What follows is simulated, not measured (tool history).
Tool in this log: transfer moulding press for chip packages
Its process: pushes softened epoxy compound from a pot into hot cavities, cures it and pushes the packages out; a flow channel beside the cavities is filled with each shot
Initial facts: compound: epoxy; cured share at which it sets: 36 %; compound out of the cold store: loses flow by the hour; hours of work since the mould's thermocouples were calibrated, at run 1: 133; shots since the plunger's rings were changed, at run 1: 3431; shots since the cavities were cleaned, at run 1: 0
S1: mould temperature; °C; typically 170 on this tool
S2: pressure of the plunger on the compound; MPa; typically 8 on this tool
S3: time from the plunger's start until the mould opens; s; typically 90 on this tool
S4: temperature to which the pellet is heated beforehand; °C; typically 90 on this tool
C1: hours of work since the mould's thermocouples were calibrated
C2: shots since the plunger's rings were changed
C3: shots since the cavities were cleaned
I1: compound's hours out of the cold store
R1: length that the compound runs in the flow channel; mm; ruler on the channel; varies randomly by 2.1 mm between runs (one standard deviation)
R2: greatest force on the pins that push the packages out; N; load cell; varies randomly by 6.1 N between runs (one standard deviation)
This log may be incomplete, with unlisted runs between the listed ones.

run 1 hour=0 | S1=170 S2=8 S3=90 S4=90 | C1=133 C2=3431 C3=0 | I1=15.7 | R1=602 R2=235
-- hour=7.9 plunger's sealing rings changed
run 2 hour=7.9 | S1=170 S2=8 S3=90 S4=90 | C1=136 C2=0 C3=54 | I1=18.5 | R1=622 R2=269
run 3 hour=12 | S1=170 S2=8 S3=90 S4=90 | C1=138 C2=42 C3=96 | I1=41.1 | R1=584 R2=266
run 4 hour=16.7 | S1=170 S2=8 S3=90 S4=90 | C1=140 C2=90 C3=144 | I1=18.4 | R1=622 R2=304
run 5 hour=23.8 | S1=170 S2=8 S3=90 S4=90 | C1=144 C2=162 C3=216 | I1=28.6 | R1=600 R2=299
run 6 hour=30.6 | S1=170 S2=8 S3=90 S4=90 | C1=148 C2=231 C3=285 | I1=21.5 | R1=617 R2=323
run 7 hour=36.7 | S1=170 S2=8 S3=90 S4=90 | C1=152 C2=294 C3=348 | I1=12.8 | R1=632 R2=343
run 8 hour=44.8 | S1=170 S2=8 S3=90 S4=90 | C1=156 C2=376 C3=430 | I1=34.5 | R1=596 R2=341
run 9 hour=51.7 | S1=170 S2=8 S3=90 S4=90 | C1=160 C2=446 C3=500 | I1=17 | R1=620 R2=358
run 10 hour=60.3 | S1=170 S2=8 S3=90 S4=90 | C1=165 C2=533 C3=587 | I1=29.3 | R1=599 R2=372
run 11 hour=66 | S1=170 S2=8 S3=90 S4=90 | C1=168 C2=592 C3=646 | I1=38.8 | R1=592 R2=373
run 12 hour=73.3 | S1=170 S2=8 S3=126 S4=90 | C1=172 C2=666 C3=720 | I1=13 | R1=627 R2=299
run 13 hour=77.1 | S1=170 S2=8 S3=126 S4=90 | C1=174 C2=705 C3=759 | I1=23.1 | R1=608 R2=300
run 14 hour=83.9 | S1=170 S2=8 S3=82 S4=94 | C1=178 C2=774 C3=828 | I1=26.5 | R1=606 R2=464
run 15 hour=91.5 | S1=170 S2=6.82 S3=82 S4=94 | C1=182 C2=852 C3=906 | I1=30 | R1=549 R2=495
-- hour=93.6 cavities cleaned with cleaning compound and waxed
run 16 hour=99.5 | S1=170 S2=6.82 S3=87 S4=94 | C1=186 C2=917 C3=59 | I1=28.4 | R1=554 R2=281
run 17 hour=103.9 | S1=165 S2=6.26 S3=97 S4=81 | C1=188 C2=962 C3=104 | I1=9.1 | R1=566 R2=347
run 18 hour=111.8 | S1=170 S2=8 S3=116 S4=90 | C1=193 C2=1043 C3=185 | I1=42 | R1=580 R2=235
run 19 hour=118.4 | S1=167 S2=8.07 S3=116 S4=87 | C1=197 C2=1110 C3=252 | I1=13.1 | R1=636 R2=254
run 20 hour=124.9 | S1=167 S2=8.74 S3=116 S4=94 | C1=200 C2=1176 C3=318 | I1=42.8 | R1=604 R2=273
run 21 hour=131.3 | S1=167 S2=8 S3=90 S4=90 | C1=204 C2=1241 C3=383 | I1=40 | R1=588 R2=420
run 22 hour=137.4 | S1=167 S2=8 S3=76 S4=90 | C1=207 C2=1303 C3=445 | I1=37.9 | R1=587 R2=613
run 23 hour=143.6 | S1=173 S2=8 S3=76 S4=90 | C1=211 C2=1366 C3=508 | I1=12.9 | R1=615 R2=460

Hidden state at the last listed run before each entry between runs and at the first one after, where it differs:
In the gap between runs 1 and 2: plunger's sealing rings changed (hour 7.9)
  pressure that reaches the compound, % of what is set: 91.55 -> 99.58; grip of the stained cavities, % over clean ones': 1.7 -> 9.1
  measured result minus the result with no hidden state, R1: -27 -> -1 mm; R2: +7 -> +26 N
In the gap between runs 15 and 16: cavities cleaned with cleaning compound and waxed (hour 93.6)
  pressure that reaches the compound, % of what is set: 97.59 -> 97.43; grip of the stained cavities, % over clean ones': 70.1 -> 13.3
  measured result minus the result with no hidden state, R1: -7 -> -7 mm; R2: +208 -> +38 N
